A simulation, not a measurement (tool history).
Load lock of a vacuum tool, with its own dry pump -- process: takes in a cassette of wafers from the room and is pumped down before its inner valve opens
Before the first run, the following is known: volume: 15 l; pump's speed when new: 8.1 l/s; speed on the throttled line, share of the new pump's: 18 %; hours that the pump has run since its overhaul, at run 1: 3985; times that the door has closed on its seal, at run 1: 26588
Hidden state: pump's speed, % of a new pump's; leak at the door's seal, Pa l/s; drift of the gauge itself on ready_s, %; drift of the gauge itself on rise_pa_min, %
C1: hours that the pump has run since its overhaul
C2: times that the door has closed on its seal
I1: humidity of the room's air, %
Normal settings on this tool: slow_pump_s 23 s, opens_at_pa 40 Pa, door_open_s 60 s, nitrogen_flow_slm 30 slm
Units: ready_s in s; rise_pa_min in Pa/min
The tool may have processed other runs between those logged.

run 1 hour=0.0 | slow_pump_s=23 opens_at_pa=40 door_open_s=60 nitrogen_flow_slm=30 | C1=3985 C2=26588 | I1=44.2 | ready_s=33.8 rise_pa_min=0.694
run 2 hour=380.4 | slow_pump_s=23 opens_at_pa=40 door_open_s=60 nitrogen_flow_slm=30 | C1=4365 C2=27949 | I1=48.1 | ready_s=34.3 rise_pa_min=0.756
-- hour=606.5 door's seal changed, seat wiped
run 3 hour=700.0 | slow_pump_s=23 opens_at_pa=40 door_open_s=224 nitrogen_flow_slm=30 | C1=4683 C2=334 | I1=43.8 | ready_s=34.0 rise_pa_min=0.079
run 4 hour=1223.7 | slow_pump_s=23 opens_at_pa=40 door_open_s=60 nitrogen_flow_slm=30 | C1=5207 C2=2208 | I1=45.1 | ready_s=34.4 rise_pa_min=0.068
run 5 hour=1650.1 | slow_pump_s=25 opens_at_pa=40 door_open_s=60 nitrogen_flow_slm=30 | C1=5633 C2=3733 | I1=45.3 | ready_s=35.9 rise_pa_min=0.088
run 6 hour=2008.1 | slow_pump_s=23 opens_at_pa=40 door_open_s=60 nitrogen_flow_slm=35 | C1=5991 C2=5014 | I1=44.0 | ready_s=34.1 rise_pa_min=0.103
run 7 hour=2401.4 | slow_pump_s=23 opens_at_pa=68 door_open_s=60 nitrogen_flow_slm=30 | C1=6384 C2=6421 | I1=45.6 | ready_s=33.4 rise_pa_min=0.114
run 8 hour=2906.0 | slow_pump_s=23 opens_at_pa=42 door_open_s=60 nitrogen_flow_slm=30 | C1=6889 C2=8226 | I1=45.5 | ready_s=34.5 rise_pa_min=0.152
run 9 hour=3346.8 | slow_pump_s=23 opens_at_pa=42 door_open_s=60 nitrogen_flow_slm=30 | C1=7330 C2=9803 | I1=43.4 | ready_s=34.5 rise_pa_min=0.175
run 10 hour=3859.9 | slow_pump_s=23 opens_at_pa=48 door_open_s=237 nitrogen_flow_slm=30 | C1=7843 C2=11638 | I1=45.4 | ready_s=34.4 rise_pa_min=0.229
run 11 hour=4128.7 | slow_pump_s=29 opens_at_pa=38 door_open_s=60 nitrogen_flow_slm=30 | C1=8112 C2=12600 | I1=45.8 | ready_s=39.6 rise_pa_min=0.225

What does the tool deliver on the next run?
run 12 hour=4600.7 | slow_pump_s=29 opens_at_pa=38 door_open_s=60 nitrogen_flow_slm=30 | C1=8584 C2=14288 | I1=46.1 | ready_s=? rise_pa_min=?

ready_s: 39.9 s
rise_pa_min: 0.256 Pa/min
The same run, on a tool lacking any hidden state, would have yielded ready_s 38.7 s, rise_pa_min 0.053 Pa/min.
